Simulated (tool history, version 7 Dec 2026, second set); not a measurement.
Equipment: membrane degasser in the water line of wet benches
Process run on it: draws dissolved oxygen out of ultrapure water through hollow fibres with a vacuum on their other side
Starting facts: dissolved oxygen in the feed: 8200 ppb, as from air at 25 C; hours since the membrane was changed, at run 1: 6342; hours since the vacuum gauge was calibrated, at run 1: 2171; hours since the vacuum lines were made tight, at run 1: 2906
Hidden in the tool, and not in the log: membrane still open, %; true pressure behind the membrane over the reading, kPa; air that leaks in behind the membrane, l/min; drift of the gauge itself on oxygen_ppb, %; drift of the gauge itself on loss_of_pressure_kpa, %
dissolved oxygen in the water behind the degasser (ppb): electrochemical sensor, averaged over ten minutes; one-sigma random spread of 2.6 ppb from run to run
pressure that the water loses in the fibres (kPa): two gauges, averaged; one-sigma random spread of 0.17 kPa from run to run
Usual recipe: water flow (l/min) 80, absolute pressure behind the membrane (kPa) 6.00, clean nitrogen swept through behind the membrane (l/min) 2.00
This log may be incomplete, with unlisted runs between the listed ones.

| run | hour | water flow (l/min) | absolute pressure behind the membrane (kPa) | clean nitrogen swept through behind the membrane (l/min) | hours since the membrane was changed | hours since the vacuum gauge was calibrated | hours since the vacuum lines were made tight | dissolved oxygen in the water behind the degasser (ppb) | pressure that the water loses in the fibres (kPa) |
|---|---|---|---|---|---|---|---|---|---|
| 1 | 0.0 | 80 | 6.00 | 2.00 | 6342 | 2171 | 2906 | 288.4 | 28.08 |
| 2 | 236.4 | 80 | 6.00 | 2.00 | 6579 | 2408 | 3143 | 291.8 | 28.32 |
|  | 280.2 | seals of the vacuum lines changed |
| 3 | 504.7 | 80 | 6.00 | 2.00 | 6845 | 2674 | 224 | 293.7 | 28.46 |
| 4 | 743.3 | 80 | 6.00 | 2.00 | 7083 | 2913 | 463 | 290.3 | 28.49 |
| 5 | 880.9 | 80 | 6.00 | 2.00 | 7221 | 3050 | 601 | 294.7 | 28.79 |
| 6 | 1061.5 | 80 | 6.00 | 2.00 | 7402 | 3231 | 781 | 301.4 | 28.26 |
| 7 | 1326.3 | 80 | 6.00 | 2.00 | 7666 | 3496 | 1046 | 295.2 | 28.35 |
| 8 | 1470.9 | 80 | 6.00 | 2.00 | 7811 | 3640 | 1191 | 294.1 | 28.85 |
| 9 | 1622.0 | 80 | 6.00 | 2.00 | 7962 | 3791 | 1342 | 306.9 | 28.72 |
| 10 | 1821.8 | 70 | 6.00 | 2.00 | 8162 | 3991 | 1542 | 248.4 | 25.48 |
| 11 | 2034.4 | 80 | 6.00 | 2.00 | 8375 | 4204 | 1754 | 301.1 | 29.13 |
| 12 | 2212.9 | 80 | 6.00 | 2.00 | 8553 | 4382 | 1933 | 301.9 | 29.00 |
| 13 | 2387.3 | 80 | 6.00 | 5.15 | 8727 | 4557 | 2107 | 180.0 | 29.43 |
| 14 | 2582.6 | 80 | 6.00 | 5.15 | 8923 | 4752 | 2302 | 180.8 | 29.33 |
| 15 | 2740.8 | 82 | 11.94 | 5.15 | 9081 | 4910 | 2461 | 397.1 | 29.58 |
| 16 | 2983.6 | 65 | 4.96 | 4.77 | 9324 | 5153 | 2703 | 93.5 | 23.76 |
| 17 | 3134.0 | 65 | 4.96 | 4.77 | 9474 | 5303 | 2854 | 94.1 | 23.96 |
|  | 3285.4 | membrane cartridge changed |
| 18 | 3312.6 | 112 | 6.00 | 2.00 | 27 | 5478 | 3028 | 465.9 | 36.23 |
|  | 3459.5 | seals of the vacuum lines changed |
| 19 | 3477.3 | 112 | 6.00 | 1.85 | 190 | 5641 | 18 | 481.8 | 36.38 |
| 20 | 3685.7 | 57 | 6.00 | 3.19 | 398 | 5849 | 226 | 128.9 | 18.74 |
| 21 | 3927.3 | 82 | 14.37 | 2.00 | 640 | 6091 | 468 | 905.9 | 26.82 |
| 22 | 4132.6 | 66 | 6.89 | 2.00 | 845 | 6296 | 673 | 282.4 | 21.52 |
| 23 | 4333.4 | 61 | 7.35 | 4.84 | 1046 | 6497 | 874 | 137.5 | 19.95 |

Forecast each of these 5 alternatives for the next run:
|  | 4418.6 | vacuum gauge calibrated |
| A | 4504.5 | 99 | 12.49 | 4.93 | 1217 | 86 | 1044 | ? | ? |
|  | 4418.6 | vacuum gauge calibrated |
| B | 4504.5 | 61 | 6.00 | 2.00 | 1217 | 86 | 1044 | ? | ? |
|  | 4418.6 | vacuum gauge calibrated |
| C | 4504.5 | 49 | 4.31 | 4.84 | 1217 | 86 | 1044 | ? | ? |
|  | 4418.6 | vacuum gauge calibrated |
| D | 4504.5 | 62 | 7.35 | 1.74 | 1217 | 86 | 1044 | ? | ? |
|  | 4418.6 | vacuum gauge calibrated |
| E | 4504.5 | 109 | 4.80 | 1.40 | 1217 | 86 | 1044 | ? | ? |

| run | dissolved oxygen in the water behind the degasser (ppb) | pressure that the water loses in the fibres (kPa) |
|---|---|---|
| A | 508.1 | 32.59 |
| B | 189.2 | 19.96 |
| C | 29.1 | 15.98 |
| D | 300.5 | 20.38 |
| E | 356.0 | 36.07 |
The same runs, with their run-to-run variation unchanged, on a tool lacking any hidden condition would have given:
| run | dissolved oxygen in the water behind the degasser (ppb) | pressure that the water loses in the fibres (kPa) |
|---|---|---|
| A | 501.4 | 32.10 |
| B | 188.3 | 19.66 |
| C | 28.8 | 15.73 |
| D | 299.6 | 20.07 |
| E | 347.4 | 35.52 |
